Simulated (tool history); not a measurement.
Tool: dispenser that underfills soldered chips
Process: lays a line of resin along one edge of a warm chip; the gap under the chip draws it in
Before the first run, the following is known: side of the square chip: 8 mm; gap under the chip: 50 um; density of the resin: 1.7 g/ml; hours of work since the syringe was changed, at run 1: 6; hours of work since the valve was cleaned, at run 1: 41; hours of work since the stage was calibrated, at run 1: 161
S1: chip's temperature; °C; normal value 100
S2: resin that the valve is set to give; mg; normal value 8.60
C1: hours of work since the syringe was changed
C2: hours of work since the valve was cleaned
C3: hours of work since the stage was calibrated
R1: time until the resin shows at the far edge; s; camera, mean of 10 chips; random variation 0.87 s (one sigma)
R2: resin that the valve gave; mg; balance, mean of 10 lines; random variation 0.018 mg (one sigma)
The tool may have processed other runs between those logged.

run   hour   S1     S2  C1  C2   C3     R1     R2
  1    0.0  100   8.60   6  41  161   99.0   8.38
       5.3  -- dispensing valve cleaned and set on the balance
       8.6  -- new syringe of resin
  2   11.3  100   8.60   2   4  169   86.0   8.61
  3   18.7  100   8.60   8  10  174  108.0   8.58
      22.9  -- new syringe of resin
  4   28.2  100   8.60   4  17  182   91.0   8.52
      37.6  -- new syringe of resin
  5   40.9  104   8.60   3  27  191   73.6   8.49
      52.1  -- new syringe of resin
  6   53.6  104   8.60   1  37  201   70.0   8.45
      64.3  -- dispensing valve cleaned and set on the balance
  7   66.3  104   8.60  10   2  210   99.6   8.56
      67.7  -- new syringe of resin
  8   80.4  104   8.60  10  12  221   96.0   8.57
      83.0  -- new syringe of resin
  9   94.1  100   7.89   9  23  231  106.9   7.79
      97.3  -- new syringe of resin
 10  106.9  100   7.89   7  33  241  104.3   7.74
     111.7  -- new syringe of resin
     123.7  -- dispensing valve cleaned and set on the balance
 11  124.1  113   8.60   9   0  254   64.3   8.61
     127.1  -- new syringe of resin
 12  138.8  113   8.60   9  12  265   65.6   8.56
     141.8  -- new syringe of resin
 13  155.6  113   8.60  11  25  278   69.9   8.50
     157.2  -- new syringe of resin
 14  164.1  113   8.60   5  31  284   56.7   8.45
     172.0  -- new syringe of resin
 15  173.3  100   8.60   1  38  291   78.0   8.42
     183.9  -- dispensing valve cleaned and set on the balance
 16  184.6   97   8.60   9   1  299  122.6   8.60
     187.9  -- new syringe of resin
 17  200.8   97   8.60  10  13  312  125.7   8.56
     202.7  -- new syringe of resin
 18  208.6   97   8.60   5  19  318  102.6   8.53
 19  215.7   96   7.78  10  24  323  132.1   7.68
     217.0  -- new syringe of resin
 20  228.6   96   7.78   9  34  333  124.4   7.66
     231.2  -- new syringe of resin
 21  240.3  100   7.77   7  43  342   98.8   7.60
     243.2  -- dispensing valve cleaned and set on the balance
     246.6  -- new syringe of resin
 22  253.0  101  11.19   5   8  351   83.5  11.08

Estimate the outcome of run 23 from the log above:
     261.3  -- stage's temperature calibrated
     262.5  -- new syringe of resin
 23  266.4  100  7.30   3  17   4   ?   ?

Run 23 came out at R1 97.5 s, R2 7.19 mg.
If the tool had no hidden condition, the same run with the same run-to-run variation would have returned R1 85.2 s, R2 7.29 mg.
